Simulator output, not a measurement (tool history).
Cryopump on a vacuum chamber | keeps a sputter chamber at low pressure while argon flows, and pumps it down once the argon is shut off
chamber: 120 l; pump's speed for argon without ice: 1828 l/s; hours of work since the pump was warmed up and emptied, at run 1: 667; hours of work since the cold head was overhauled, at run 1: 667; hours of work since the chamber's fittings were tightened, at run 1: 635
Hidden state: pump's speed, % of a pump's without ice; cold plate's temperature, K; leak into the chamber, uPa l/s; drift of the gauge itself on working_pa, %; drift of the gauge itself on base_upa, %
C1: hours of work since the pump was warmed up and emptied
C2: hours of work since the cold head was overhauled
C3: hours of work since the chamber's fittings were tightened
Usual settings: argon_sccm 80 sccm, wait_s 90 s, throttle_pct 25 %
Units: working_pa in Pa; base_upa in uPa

Run 1, day 0.000: usual settings; C1 667; C2 667; C3 635. Result: working_pa 0.3165 Pa, base_upa 1.22 uPa.
Run 2, day 0.554: usual settings; C1 675; C2 675; C3 643. Result: working_pa 0.3182 Pa, base_upa 1.29 uPa.
Run 3, day 1.208: usual settings; C1 685; C2 685; C3 653. Result: working_pa 0.3207 Pa, base_upa 1.29 uPa.
Run 4, day 2.083: usual settings; C1 699; C2 699; C3 667. Result: working_pa 0.3185 Pa, base_upa 1.35 uPa.
Run 5, day 2.925: usual settings; C1 712; C2 712; C3 679. Result: working_pa 0.3195 Pa, base_upa 1.30 uPa.
Run 6, day 3.546: usual settings; C1 721; C2 721; C3 689. Result: working_pa 0.3160 Pa, base_upa 1.34 uPa.
Run 7, day 4.392: usual settings; C1 734; C2 734; C3 702. Result: working_pa 0.3197 Pa, base_upa 1.34 uPa.
Run 8, day 5.238: usual settings but throttle_pct 56 %; C1 747; C2 747; C3 715. Result: working_pa 0.1544 Pa, base_upa 1.39 uPa.
Run 9, day 6.042: usual settings; C1 759; C2 759; C3 727. Result: working_pa 0.3208 Pa, base_upa 1.38 uPa.
Run 10, day 6.638: usual settings; C1 768; C2 768; C3 736. Result: working_pa 0.3218 Pa, base_upa 1.39 uPa.
Run 11, day 7.508: usual settings; C1 781; C2 781; C3 749. Result: working_pa 0.3200 Pa, base_upa 1.37 uPa.
Run 12, day 8.321: usual settings; C1 794; C2 794; C3 762. Result: working_pa 0.3216 Pa, base_upa 1.44 uPa.
At day 8.704: pump warmed up, emptied and cooled again.
Run 13, day 9.167: usual settings but throttle_pct 49 %; C1 7; C2 803; C3 771. Result: working_pa 0.1524 Pa, base_upa 1.23 uPa.
Run 14, day 9.733: usual settings but throttle_pct 49 %; C1 16; C2 812; C3 780. Result: working_pa 0.1527 Pa, base_upa 1.23 uPa.
Run 15, day 10.404: usual settings but argon_sccm 76 sccm; C1 26; C2 822; C3 790. Result: working_pa 0.2824 Pa, base_upa 1.27 uPa.
Run 16, day 11.462: usual settings but argon_sccm 76 sccm; C1 42; C2 838; C3 806. Result: working_pa 0.2820 Pa, base_upa 1.30 uPa.
Run 17, day 12.379: usual settings but argon_sccm 76 sccm, wait_s 81 s; C1 56; C2 852; C3 820. Result: working_pa 0.2821 Pa, base_upa 1.34 uPa.
Run 18, day 13.204: usual settings but argon_sccm 76 sccm, wait_s 81 s; C1 68; C2 865; C3 833. Result: working_pa 0.2835 Pa, base_upa 1.37 uPa.
Run 19, day 14.292: usual settings but argon_sccm 58 sccm, wait_s 34 s, throttle_pct 20 %; C1 85; C2 881; C3 849. Result: working_pa 0.2701 Pa, base_upa 2.58 uPa.
Run 20, day 15.308: usual settings but argon_sccm 39 sccm, wait_s 191 s, throttle_pct 42 %; C1 101; C2 897; C3 865. Result: working_pa 0.0872 Pa, base_upa 0.93 uPa.
Run 21, day 16.142: usual settings but argon_sccm 58 sccm, wait_s 162 s, throttle_pct 33 %; C1 113; C2 910; C3 877. Result: working_pa 0.1656 Pa, base_upa 0.89 uPa.
Run 22, day 17.333: usual settings but argon_sccm 58 sccm, wait_s 162 s, throttle_pct 33 %; C1 131; C2 928; C3 895. Result: working_pa 0.1660 Pa, base_upa 0.96 uPa.
Run 23, day 18.358: usual settings but argon_sccm 154 sccm, wait_s 86 s; C1 147; C2 943; C3 911. Result: working_pa 0.5814 Pa, base_upa 1.34 uPa.
Run 24, day 19.521: usual settings but argon_sccm 154 sccm, wait_s 86 s, throttle_pct 32 %; C1 165; C2 961; C3 929. Result: working_pa 0.4536 Pa, base_upa 1.31 uPa.
Run 25, day 20.583: usual settings but argon_sccm 35 sccm, wait_s 47 s, throttle_pct 49 %; C1 181; C2 977; C3 945. Result: working_pa 0.0691 Pa, base_upa 2.00 uPa.
Run 26, day 21.312: usual settings but argon_sccm 100 sccm, throttle_pct 27 %; C1 192; C2 988; C3 956. Result: working_pa 0.3475 Pa, base_upa 1.37 uPa.
Run 27, day 22.129: usual settings but argon_sccm 100 sccm, throttle_pct 27 %; C1 204; C2 1001; C3 968. Result: working_pa 0.3487 Pa, base_upa 1.33 uPa.
Run 28, day 23.133: usual settings but argon_sccm 100 sccm, throttle_pct 27 %; C1 220; C2 1016; C3 984. Result: working_pa 0.3505 Pa, base_upa 1.42 uPa.
Run 29, day 23.658: usual settings but argon_sccm 41 sccm, throttle_pct 16 %; C1 228; C2 1024; C3 992. Result: working_pa 0.2411 Pa, base_upa 1.36 uPa.
Run 30, day 24.433: usual settings but argon_sccm 41 sccm, throttle_pct 16 %; C1 239; C2 1036; C3 1004. Result: working_pa 0.2390 Pa, base_upa 1.38 uPa.
Run 31, day 25.183: usual settings but argon_sccm 63 sccm; C1 251; C2 1047; C3 1015. Result: working_pa 0.2400 Pa, base_upa 1.38 uPa.
Run 32, day 25.767: usual settings but throttle_pct 59 %; C1 260; C2 1056; C3 1024. Result: working_pa 0.1334 Pa, base_upa 1.38 uPa.
Run 33, day 26.512: usual settings but argon_sccm 37 sccm, wait_s 192 s, throttle_pct 40 %; C1 271; C2 1067; C3 1035. Result: working_pa 0.0893 Pa, base_upa 0.97 uPa.

4 ways to go on from here, each from the tool as it stands after run 33. What would each give?
Run A, day 27.654: usual settings but argon_sccm 34 sccm, wait_s 20 s, throttle_pct 59 %; C1 288; C2 1085; C3 1053. Result: working_pa ?, base_upa ?.
Run B, day 27.654: usual settings but argon_sccm 37 sccm, wait_s 192 s, throttle_pct 37 %; C1 288; C2 1085; C3 1053. Result: working_pa ?, base_upa ?.
Run C, day 27.654: usual settings but argon_sccm 60 sccm, throttle_pct 52 %; C1 288; C2 1085; C3 1053. Result: working_pa ?, base_upa ?.
Run D, day 27.654: usual settings but argon_sccm 37 sccm, wait_s 38 s, throttle_pct 40 %; C1 288; C2 1085; C3 1053. Result: working_pa ?, base_upa ?.

run  working_pa  base_upa
  A      0.0568      4.16
  B      0.0968      1.00
  C      0.1129      1.37
  D      0.0888      2.45
Without the tool's hidden state the same runs would have given:
run  working_pa  base_upa
  A      0.0530      3.69
  B      0.0927      0.54
  C      0.1064      0.90
  D      0.0847      1.99
